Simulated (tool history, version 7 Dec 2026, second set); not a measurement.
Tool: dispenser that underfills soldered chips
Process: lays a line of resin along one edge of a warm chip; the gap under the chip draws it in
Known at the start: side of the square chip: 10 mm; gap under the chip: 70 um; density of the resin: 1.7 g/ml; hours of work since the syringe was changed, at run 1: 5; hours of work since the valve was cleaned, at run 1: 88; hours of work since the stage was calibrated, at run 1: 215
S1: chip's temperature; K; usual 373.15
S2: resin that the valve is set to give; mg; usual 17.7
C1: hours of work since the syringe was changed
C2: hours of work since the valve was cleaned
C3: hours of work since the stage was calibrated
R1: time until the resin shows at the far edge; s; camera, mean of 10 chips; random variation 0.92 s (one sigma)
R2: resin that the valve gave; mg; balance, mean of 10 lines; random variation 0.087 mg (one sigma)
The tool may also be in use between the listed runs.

Run 1, day 0: usual settings; C1 5; C2 88; C3 215. Result: R1 131.9 s, R2 17.12 mg.
At day 0.071: new syringe of resin.
Run 2, day 0.35: usual settings but S2 16.8 mg; C1 5; C2 94; C3 221. Result: R1 130.7 s, R2 16.04 mg.
At day 0.412: new syringe of resin.
At day 0.483: dispensing valve cleaned and set on the balance.
At day 0.804: new syringe of resin.
Run 3, day 0.858: usual settings but S2 20.6 mg; C1 1; C2 7; C3 230. Result: R1 95.2 s, R2 20.62 mg.
At day 1.146: new syringe of resin.
At day 1.479: new syringe of resin.
Run 4, day 1.479: usual settings but S2 20.6 mg; C1 0; C2 18; C3 241. Result: R1 88.7 s, R2 20.39 mg.
Run 5, day 1.742: usual settings but S2 22.9 mg; C1 5; C2 23; C3 246. Result: R1 124.5 s, R2 22.83 mg.
At day 1.808: new syringe of resin.
At day 2.138: new syringe of resin.
Run 6, day 2.262: usual settings but S2 22.9 mg; C1 2; C2 32; C3 255. Result: R1 104.1 s, R2 22.39 mg.
At day 2.5: new syringe of resin.
At day 2.842: new syringe of resin.
Run 7, day 2.842: usual settings but S1 377.15 K, S2 22.9 mg; C1 0; C2 42; C3 265. Result: R1 76.4 s, R2 22.43 mg.
At day 3.183: new syringe of resin.
Run 8, day 3.35: usual settings but S1 377.15 K, S2 22.9 mg; C1 3; C2 51; C3 274. Result: R1 98.1 s, R2 22.37 mg.
At day 3.512: new syringe of resin.
At day 3.842: new syringe of resin.
Run 9, day 3.842: usual settings; C1 0; C2 60; C3 283. Result: R1 95 s, R2 17.22 mg.
At day 4.171: new syringe of resin.
Run 10, day 4.25: usual settings; C1 2; C2 67; C3 290. Result: R1 100.2 s, R2 17.19 mg.
At day 4.542: new syringe of resin.
Run 11, day 4.771: usual settings; C1 4; C2 77; C3 299. Result: R1 122.3 s, R2 17.11 mg.
At day 4.883: new syringe of resin.
Run 12, day 5.175: usual settings; C1 5; C2 84; C3 307. Result: R1 135 s, R2 16.94 mg.
At day 5.221: new syringe of resin.
At day 5.554: new syringe of resin.
Run 13, day 5.604: usual settings but S1 358.15 K; C1 1; C2 91; C3 314. Result: R1 158.1 s, R2 16.84 mg.
At day 5.892: dispensing valve cleaned and set on the balance.
At day 5.933: new syringe of resin.
At day 6.288: new syringe of resin.
Run 14, day 6.288: usual settings; C1 0; C2 7; C3 326. Result: R1 91.4 s, R2 17.56 mg.
At day 6.633: new syringe of resin.
Run 15, day 6.729: usual settings but S1 364.15 K; C1 2; C2 15; C3 333. Result: R1 133.5 s, R2 17.52 mg.
At day 6.975: new syringe of resin.
Run 16, day 7.121: usual settings; C1 3; C2 22; C3 341. Result: R1 113.7 s, R2 17.54 mg.
At day 7.304: new syringe of resin.
At day 7.642: new syringe of resin.
Run 17, day 7.708: usual settings but S1 364.15 K, S2 19.1 mg; C1 1; C2 32; C3 351. Result: R1 134.3 s, R2 18.75 mg.
At day 7.8: stage's temperature calibrated.
At day 8.029: new syringe of resin.
Run 18, day 8.212: usual settings but S1 362.15 K, S2 19.2 mg; C1 3; C2 41; C3 7. Result: R1 154.3 s, R2 18.68 mg.
At day 8.392: new syringe of resin.
Run 19, day 8.633: usual settings but S1 362.15 K, S2 19.2 mg; C1 4; C2 48; C3 15. Result: R1 165.3 s, R2 18.8 mg.
At day 8.733: new syringe of resin.
At day 9.062: new syringe of resin.
Run 20, day 9.225: usual settings but S1 380.15 K, S2 21.1 mg; C1 3; C2 59; C3 25. Result: R1 86.5 s, R2 20.61 mg.
At day 9.425: new syringe of resin.
Run 21, day 9.583: usual settings but S1 377.15 K, S2 18.6 mg; C1 3; C2 65; C3 32. Result: R1 92.2 s, R2 18.04 mg.
At day 9.779: new syringe of resin.
Run 22, day 9.871: usual settings but S1 380.15 K, S2 20.1 mg; C1 2; C2 70; C3 37. Result: R1 80 s, R2 19.51 mg.
At day 10.133: new syringe of resin.
Run 23, day 10.229: usual settings but S1 380.15 K, S2 20.1 mg; C1 2; C2 76; C3 43. Result: R1 80.8 s, R2 19.38 mg.
At day 10.479: new syringe of resin.
Run 24, day 10.529: usual settings but S1 380.15 K, S2 20.1 mg; C1 1; C2 82; C3 49. Result: R1 75.7 s, R2 19.59 mg.
At day 10.808: new syringe of resin.
Run 25, day 10.925: usual settings but S1 370.15 K, S2 19.2 mg; C1 2; C2 89; C3 56. Result: R1 112.1 s, R2 18.47 mg.
At day 11.142: new syringe of resin.
At day 11.321: dispensing valve cleaned and set on the balance.
Run 26, day 11.404: usual settings but S1 370.15 K, S2 19.2 mg; C1 4; C2 2; C3 64. Result: R1 127.1 s, R2 19.08 mg.
At day 11.529: new syringe of resin.
Run 27, day 11.812: usual settings but S1 386.15 K, S2 19.2 mg; C1 5; C2 9; C3 71. Result: R1 85.5 s, R2 18.93 mg.
At day 11.875: new syringe of resin.
At day 12.2: new syringe of resin.
Run 28, day 12.217: usual settings but S1 386.15 K, S2 19.2 mg; C1 0; C2 16; C3 78. Result: R1 60.5 s, R2 18.97 mg.
At day 12.542: new syringe of resin.
At day 12.888: new syringe of resin.
Run 29, day 12.888: usual settings but S1 386.15 K, S2 19.2 mg; C1 0; C2 28; C3 90. Result: R1 59.1 s, R2 18.98 mg.
At day 13.242: new syringe of resin.
Run 30, day 13.254: usual settings but S2 21.7 mg; C1 0; C2 34; C3 96. Result: R1 88 s, R2 21.22 mg.
At day 13.571: new syringe of resin.
Run 31, day 13.633: usual settings but S1 379.15 K, S2 15.3 mg; C1 1; C2 41; C3 103. Result: R1 85.1 s, R2 14.89 mg.
At day 13.917: new syringe of resin.
Run 32, day 14.188: usual settings but S1 365.15 K, S2 19.5 mg; C1 5; C2 51; C3 113. Result: R1 158.8 s, R2 19.06 mg.

Some steps in R1 between neighbouring runs. How much of each would the tool show without its hidden state too (settings, what came in, random variation), and how much is left for the hidden state, with any gauge scatter that isn't in both results?
The hidden state here: resin's viscosity, % of fresh resin's; dose that the valve gives, % of what is set; true chip temperature over the reading, C; drift of the gauge itself on fill_s, %; drift of the gauge itself on given_mg, %.
Run 2 -> 3: S2 16.8 -> 20.6, new syringe of resin, dispensing valve cleaned and set on the balance, new syringe of resin. R1 -35.5 s: hidden state -33.1, all else -2.4.
Run 4 -> 5: S2 20.6 -> 22.9. R1 +35.8 s: hidden state +35.2, all else +0.6.
Run 13 -> 14: S1 358.15 -> 373.15, dispensing valve cleaned and set on the balance, new syringe of resin, new syringe of resin. R1 -66.7 s: hidden state -13.1, all else -53.6.
Run 19 -> 20: S1 362.15 -> 380.15, S2 19.2 -> 21.1, new syringe of resin, new syringe of resin. R1 -78.8 s: hidden state -25.7, all else -53.1.
Run 31 -> 32: S1 379.15 -> 365.15, S2 15.3 -> 19.5, new syringe of resin. R1 +73.7 s: hidden state +39.7, all else +34.
